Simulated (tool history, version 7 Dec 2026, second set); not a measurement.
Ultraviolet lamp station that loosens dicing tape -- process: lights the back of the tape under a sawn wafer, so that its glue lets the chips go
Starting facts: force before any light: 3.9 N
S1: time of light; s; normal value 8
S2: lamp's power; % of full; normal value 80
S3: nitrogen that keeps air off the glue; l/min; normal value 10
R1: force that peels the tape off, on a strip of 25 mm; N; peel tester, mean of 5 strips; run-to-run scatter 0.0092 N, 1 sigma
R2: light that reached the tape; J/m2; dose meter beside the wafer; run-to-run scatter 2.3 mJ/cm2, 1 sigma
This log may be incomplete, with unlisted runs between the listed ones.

{"run": 1, "day": 0.0, "S1": 8, "S2": 80, "S3": 10, "R1": 0.494, "R2": 2100}
{"run": 2, "day": 1.496, "S1": 8, "S2": 80, "S3": 10, "R1": 0.538, "R2": 2020}
{"run": 3, "day": 3.704, "S1": 8, "S2": 80, "S3": 10, "R1": 0.536, "R2": 1970}
{"day": 4.729, "done": "window cleaned of glue's vapour"}
{"run": 4, "day": 5.633, "S1": 8, "S2": 80, "S3": 10, "R1": 0.431, "R2": 2280}
{"run": 5, "day": 8.088, "S1": 8, "S2": 80, "S3": 10, "R1": 0.452, "R2": 2210}
{"run": 6, "day": 9.9, "S1": 6, "S2": 80, "S3": 10, "R1": 0.784, "R2": 1670}
{"run": 7, "day": 11.95, "S1": 6, "S2": 80, "S3": 10, "R1": 0.812, "R2": 1590}
{"run": 8, "day": 14.704, "S1": 6, "S2": 80, "S3": 10, "R1": 0.836, "R2": 1580}
{"run": 9, "day": 15.992, "S1": 8, "S2": 80, "S3": 10, "R1": 0.523, "R2": 2100}
{"run": 10, "day": 18.121, "S1": 14, "S2": 80, "S3": 10, "R1": 0.163, "R2": 3580}
{"run": 11, "day": 20.371, "S1": 14, "S2": 80, "S3": 10, "R1": 0.167, "R2": 3490}
{"run": 12, "day": 22.725, "S1": 14, "S2": 80, "S3": 10, "R1": 0.183, "R2": 3440}
{"run": 13, "day": 24.058, "S1": 14, "S2": 80, "S3": 10, "R1": 0.186, "R2": 3430}
{"run": 14, "day": 25.338, "S1": 14, "S2": 80, "S3": 10, "R1": 0.173, "R2": 3400}
{"run": 15, "day": 27.067, "S1": 14, "S2": 80, "S3": 10, "R1": 0.185, "R2": 3280}
{"run": 16, "day": 28.4, "S1": 14, "S2": 80, "S3": 10, "R1": 0.199, "R2": 3250}
{"run": 17, "day": 29.712, "S1": 14, "S2": 80, "S3": 10, "R1": 0.211, "R2": 3230}
{"run": 18, "day": 31.088, "S1": 14, "S2": 80, "S3": 10, "R1": 0.205, "R2": 3180}
{"run": 19, "day": 32.992, "S1": 14, "S2": 80, "S3": 10, "R1": 0.221, "R2": 3110}
{"run": 20, "day": 34.267, "S1": 8, "S2": 80, "S3": 18, "R1": 0.5, "R2": 1750}
{"run": 21, "day": 36.083, "S1": 6, "S2": 81, "S3": 12, "R1": 0.993, "R2": 1310}
{"day": 36.312, "done": "window cleaned of glue's vapour"}
{"run": 22, "day": 38.929, "S1": 9, "S2": 81, "S3": 4, "R1": 0.826, "R2": 2200}
{"run": 23, "day": 41.0, "S1": 8, "S2": 68, "S3": 9, "R1": 0.827, "R2": 1640}
{"run": 24, "day": 43.475, "S1": 10, "S2": 62, "S3": 10, "R1": 0.655, "R2": 1830}
{"run": 25, "day": 45.521, "S1": 9, "S2": 80, "S3": 10, "R1": 0.515, "R2": 2070}
{"run": 26, "day": 47.988, "S1": 12, "S2": 80, "S3": 5, "R1": 0.485, "R2": 2720}
{"run": 27, "day": 50.408, "S1": 5, "S2": 80, "S3": 16, "R1": 1.113, "R2": 1110}
{"run": 28, "day": 53.25, "S1": 9, "S2": 80, "S3": 16, "R1": 0.456, "R2": 1940}
{"run": 29, "day": 55.325, "S1": 10, "S2": 61, "S3": 6, "R1": 1.055, "R2": 1610}
{"run": 30, "day": 57.329, "S1": 10, "S2": 61, "S3": 6, "R1": 1.065, "R2": 1580}
{"run": 31, "day": 59.446, "S1": 11, "S2": 80, "S3": 9, "R1": 0.481, "R2": 2250}
{"run": 32, "day": 61.912, "S1": 11, "S2": 95, "S3": 11, "R1": 0.314, "R2": 2600}
{"run": 33, "day": 64.029, "S1": 4, "S2": 80, "S3": 16, "R1": 1.57, "R2": 780}
{"run": 34, "day": 65.554, "S1": 5, "S2": 77, "S3": 13, "R1": 1.444, "R2": 920}
{"run": 35, "day": 67.696, "S1": 10, "S2": 65, "S3": 8, "R1": 0.997, "R2": 1520}

Branching from run 35: 4 alternative next runs. What would each branch give?
{"day": 67.867, "done": "window cleaned of glue's vapour"}
{"run": "A", "day": 69.504, "S1": 7, "S2": 78, "S3": 9, "R1": "?", "R2": "?"}
{"day": 67.867, "done": "window cleaned of glue's vapour"}
{"run": "B", "day": 69.504, "S1": 8, "S2": 80, "S3": 18, "R1": "?", "R2": "?"}
{"day": 67.867, "done": "window cleaned of glue's vapour"}
{"run": "C", "day": 69.504, "S1": 12, "S2": 68, "S3": 19, "R1": "?", "R2": "?"}
{"day": 67.867, "done": "window cleaned of glue's vapour"}
{"run": "D", "day": 69.504, "S1": 8, "S2": 93, "S3": 10, "R1": "?", "R2": "?"}

run=A R1=0.988 R2=1470
run=B R1=0.541 R2=1700
run=C R1=0.324 R2=2150
run=D R1=0.574 R2=2020
Without the tool's unlogged condition, the same runs would have read:
run=A R1=0.569 R2=2080
run=B R1=0.262 R2=2410
run=C R1=0.147 R2=3060
run=D R1=0.283 R2=2850
